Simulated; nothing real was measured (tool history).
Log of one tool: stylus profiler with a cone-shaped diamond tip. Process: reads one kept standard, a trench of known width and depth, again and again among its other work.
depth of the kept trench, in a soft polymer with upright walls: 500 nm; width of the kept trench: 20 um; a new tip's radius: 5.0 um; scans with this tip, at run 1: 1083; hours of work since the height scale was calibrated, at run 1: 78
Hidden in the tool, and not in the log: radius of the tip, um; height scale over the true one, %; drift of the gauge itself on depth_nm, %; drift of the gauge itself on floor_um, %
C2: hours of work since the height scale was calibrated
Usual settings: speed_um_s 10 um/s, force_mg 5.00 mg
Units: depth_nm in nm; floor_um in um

run 1 hour=0.0 | speed_um_s=10 force_mg=5.00 | scans_with_this_tip=1083 C2=78 | depth_nm=513.09 floor_um=15.67
run 2 hour=37.9 | speed_um_s=10 force_mg=5.00 | scans_with_this_tip=1459 C2=106 | depth_nm=512.72 floor_um=15.64
run 3 hour=97.0 | speed_um_s=10 force_mg=5.00 | scans_with_this_tip=2044 C2=148 | depth_nm=512.92 floor_um=15.59
run 4 hour=138.6 | speed_um_s=10 force_mg=5.00 | scans_with_this_tip=2457 C2=178 | depth_nm=512.79 floor_um=15.60
run 5 hour=184.8 | speed_um_s=10 force_mg=5.00 | scans_with_this_tip=2914 C2=211 | depth_nm=512.71 floor_um=15.62
run 6 hour=251.7 | speed_um_s=8 force_mg=5.00 | scans_with_this_tip=3577 C2=259 | depth_nm=512.71 floor_um=15.58
run 7 hour=297.6 | speed_um_s=8 force_mg=5.00 | scans_with_this_tip=4033 C2=292 | depth_nm=512.78 floor_um=15.59
run 8 hour=354.4 | speed_um_s=8 force_mg=5.00 | scans_with_this_tip=4596 C2=333 | depth_nm=512.88 floor_um=15.58
run 9 hour=384.7 | speed_um_s=2 force_mg=5.00 | scans_with_this_tip=4896 C2=355 | depth_nm=512.85 floor_um=15.63
run 10 hour=420.6 | speed_um_s=11 force_mg=5.00 | scans_with_this_tip=5252 C2=381 | depth_nm=512.72 floor_um=15.60
run 11 hour=472.3 | speed_um_s=9 force_mg=5.00 | scans_with_this_tip=5765 C2=418 | depth_nm=512.97 floor_um=15.57
run 12 hour=524.2 | speed_um_s=9 force_mg=5.00 | scans_with_this_tip=6279 C2=455 | depth_nm=512.95 floor_um=15.61
run 13 hour=555.1 | speed_um_s=10 force_mg=8.79 | scans_with_this_tip=6585 C2=477 | depth_nm=518.92 floor_um=15.61
run 14 hour=592.0 | speed_um_s=10 force_mg=11.02 | scans_with_this_tip=6951 C2=504 | depth_nm=521.62 floor_um=15.64
run 15 hour=633.7 | speed_um_s=10 force_mg=11.02 | scans_with_this_tip=7364 C2=534 | depth_nm=521.96 floor_um=15.62
run 16 hour=676.4 | speed_um_s=10 force_mg=11.02 | scans_with_this_tip=7788 C2=564 | depth_nm=521.74 floor_um=15.57
run 17 hour=735.1 | speed_um_s=10 force_mg=11.02 | scans_with_this_tip=8369 C2=607 | depth_nm=522.12 floor_um=15.57
run 18 hour=766.6 | speed_um_s=29 force_mg=5.00 | scans_with_this_tip=8682 C2=629 | depth_nm=512.71 floor_um=15.58
run 19 hour=798.8 | speed_um_s=29 force_mg=5.00 | scans_with_this_tip=9000 C2=652 | depth_nm=512.97 floor_um=15.53
run 20 hour=848.7 | speed_um_s=29 force_mg=5.00 | scans_with_this_tip=9496 C2=688 | depth_nm=512.69 floor_um=15.52
run 21 hour=885.8 | speed_um_s=4 force_mg=1.92 | scans_with_this_tip=9864 C2=715 | depth_nm=506.94 floor_um=15.55
run 22 hour=937.0 | speed_um_s=3 force_mg=4.96 | scans_with_this_tip=10370 C2=752 | depth_nm=512.61 floor_um=15.59
run 23 hour=976.8 | speed_um_s=4 force_mg=5.18 | scans_with_this_tip=10765 C2=780 | depth_nm=513.17 floor_um=15.61
run 24 hour=1008.2 | speed_um_s=11 force_mg=5.00 | scans_with_this_tip=11077 C2=803 | depth_nm=512.67 floor_um=15.59
run 25 hour=1057.6 | speed_um_s=11 force_mg=5.00 | scans_with_this_tip=11566 C2=838 | depth_nm=512.95 floor_um=15.48
run 26 hour=1113.0 | speed_um_s=11 force_mg=5.00 | scans_with_this_tip=12115 C2=878 | depth_nm=512.68 floor_um=15.56
run 27 hour=1152.3 | speed_um_s=11 force_mg=5.00 | scans_with_this_tip=12505 C2=906 | depth_nm=512.97 floor_um=15.57
-- hour=1173.4 height scale calibrated on a step standard
run 28 hour=1206.8 | speed_um_s=21 force_mg=6.40 | scans_with_this_tip=13040 C2=24 | depth_nm=515.44 floor_um=15.52
run 29 hour=1239.5 | speed_um_s=21 force_mg=6.40 | scans_with_this_tip=13364 C2=47 | depth_nm=514.93 floor_um=15.51
run 30 hour=1270.7 | speed_um_s=21 force_mg=6.40 | scans_with_this_tip=13673 C2=70 | depth_nm=515.24 floor_um=15.50
run 31 hour=1333.4 | speed_um_s=3 force_mg=2.44 | scans_with_this_tip=14295 C2=115 | depth_nm=507.91 floor_um=15.57
run 32 hour=1392.8 | speed_um_s=11 force_mg=12.62 | scans_with_this_tip=14884 C2=158 | depth_nm=523.69 floor_um=15.60
run 33 hour=1448.8 | speed_um_s=17 force_mg=3.68 | scans_with_this_tip=15439 C2=198 | depth_nm=510.42 floor_um=15.54
-- hour=1473.7 new tip fitted, height scale calibrated
run 34 hour=1510.3 | speed_um_s=2 force_mg=5.82 | scans_with_this_tip=363 C2=26 | depth_nm=514.17 floor_um=15.65
run 35 hour=1577.7 | speed_um_s=6 force_mg=9.24 | scans_with_this_tip=1031 C2=75 | depth_nm=519.34 floor_um=15.65
run 36 hour=1611.3 | speed_um_s=3 force_mg=9.09 | scans_with_this_tip=1363 C2=99 | depth_nm=519.09 floor_um=15.64
run 37 hour=1678.7 | speed_um_s=19 force_mg=9.83 | scans_with_this_tip=2032 C2=147 | depth_nm=520.09 floor_um=15.59
run 38 hour=1720.7 | speed_um_s=19 force_mg=9.83 | scans_with_this_tip=2448 C2=177 | depth_nm=520.37 floor_um=15.60
run 39 hour=1759.4 | speed_um_s=7 force_mg=5.00 | scans_with_this_tip=2832 C2=205 | depth_nm=513.13 floor_um=15.66

Hidden state at the last listed run before each entry between runs and at the first one after, where it differs:
Between runs 27 and 28: height scale calibrated on a step standard (hour 1173.4)
  height scale over the true one, %: 0.004 -> 0
Between runs 33 and 34: new tip fitted, height scale calibrated (hour 1473.7)
  radius of the tip, um: 5.05 -> 5; height scale over the true one, %: 0.001 -> 0
